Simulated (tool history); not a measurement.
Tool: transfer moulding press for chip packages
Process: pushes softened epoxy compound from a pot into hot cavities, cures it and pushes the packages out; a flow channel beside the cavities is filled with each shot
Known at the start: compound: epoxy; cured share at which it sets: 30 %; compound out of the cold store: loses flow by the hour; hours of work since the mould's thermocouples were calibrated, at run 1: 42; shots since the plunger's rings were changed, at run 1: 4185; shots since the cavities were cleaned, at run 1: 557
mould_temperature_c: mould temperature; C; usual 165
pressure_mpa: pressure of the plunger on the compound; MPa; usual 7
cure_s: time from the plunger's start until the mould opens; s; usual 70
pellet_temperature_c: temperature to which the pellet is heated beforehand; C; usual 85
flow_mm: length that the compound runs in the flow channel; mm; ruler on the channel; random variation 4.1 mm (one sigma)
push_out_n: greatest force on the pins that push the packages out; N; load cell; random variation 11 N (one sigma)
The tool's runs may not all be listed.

run	day	mould_temperature_c	pressure_mpa	cure_s	pellet_temperature_c	hours of work since the mould's thermocouples were calibrated	shots since the plunger's rings were changed	shots since the cavities were cleaned	incoming compound's hours out of the cold store	flow_mm	push_out_n
1	0	165	7	70	85	42	4185	557	15.4	577	787
# day 0.379: cavities cleaned with cleaning compound and waxed
2	0.438	165	7	70	85	47	4316	19	19.5	567	536
3	0.708	165	7	70	85	51	4413	116	18.4	566	578
4	1.033	165	7	70	85	55	4526	229	24.1	560	662
5	1.25	165	5.26	70	85	58	4603	306	37.4	465	674
6	1.621	165	7	70	85	63	4732	435	8.1	581	755
7	1.862	165	7	70	85	66	4817	520	40.6	529	743
8	2.162	165	7	70	85	70	4923	626	27.3	551	789
# day 2.354: cavities cleaned with cleaning compound and waxed
9	2.696	165	7	70	85	76	5089	121	22.1	557	590
10	2.917	165	5.85	70	91	79	5166	198	19.1	514	653
# day 3.121: plunger's sealing rings changed
11	3.429	167	5.85	70	91	85	109	342	34.6	530	630
12	3.654	167	6.99	70	91	88	188	421	23.2	592	704
13	4.117	163	6.99	70	76	94	350	583	15	617	884
# day 4.412: cavities cleaned with cleaning compound and waxed
14	4.475	165	7	66	85	98	454	22	25.2	594	616
15	4.946	165	7	66	85	104	619	187	29.9	582	699
16	5.158	165	5.2	66	85	107	694	262	45.3	476	750

Hidden state or all else? Some run-to-run changes of flow_mm, split into what the settings, what came in and random variation would give without the hidden state, and what is left for the hidden state (with any gauge scatter that isn't in both results):
The hidden state here: true mould temperature over the reading, C; pressure that reaches the compound, % of what is set; grip of the stained cavities, % over clean ones'; drift of the gauge itself on flow_mm, %; drift of the gauge itself on push_out_n, %.
Run 5 -> 6: pressure_mpa 5.26 -> 7. flow_mm +116 mm: hidden state -9, all else +125.
Run 10 -> 11: mould_temperature_c 165 -> 167, plunger's sealing rings changed. flow_mm +16 mm: hidden state +41, all else -25.

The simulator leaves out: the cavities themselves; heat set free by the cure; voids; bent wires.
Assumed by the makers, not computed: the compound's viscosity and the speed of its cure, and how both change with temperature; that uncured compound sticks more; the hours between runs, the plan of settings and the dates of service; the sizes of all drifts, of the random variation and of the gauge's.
